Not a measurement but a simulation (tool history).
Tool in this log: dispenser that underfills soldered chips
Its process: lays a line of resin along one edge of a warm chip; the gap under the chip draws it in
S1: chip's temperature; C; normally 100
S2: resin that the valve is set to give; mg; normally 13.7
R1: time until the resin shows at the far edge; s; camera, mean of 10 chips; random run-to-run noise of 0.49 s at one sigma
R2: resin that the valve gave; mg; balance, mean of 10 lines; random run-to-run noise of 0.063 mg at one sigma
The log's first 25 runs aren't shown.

run   hour   S1    S2     R1     R2
     186.4  -- new syringe of resin
 26  186.4   86  12.6   82.6  12.03
 27  194.7   86  12.6  108.3  12.14
 28  200.9  111  15.7   42.0  15.03
     204.9  -- new syringe of resin
 29  209.7  111  15.7   30.7  14.93
 30  215.8   97  13.4   70.0  12.66
     222.8  -- dispensing valve cleaned and set on the balance
     223.9  -- new syringe of resin
 31  226.0   97  13.4   52.1  13.31
 32  231.7   97  17.3   60.3  17.13
 33  241.1   97  13.4   86.2  13.43
     242.0  -- new syringe of resin
 34  246.4   93  13.7   68.1  13.49

Run 35 has not been measured yet. What should we expect?
 35  252.7  95  12.2   ?   ?

{"run 35": {"R1": 79.8, "R2": 12.02}}
With no hidden state in the tool, this same run would have given R1 50.7 s, R2 12.21 mg.

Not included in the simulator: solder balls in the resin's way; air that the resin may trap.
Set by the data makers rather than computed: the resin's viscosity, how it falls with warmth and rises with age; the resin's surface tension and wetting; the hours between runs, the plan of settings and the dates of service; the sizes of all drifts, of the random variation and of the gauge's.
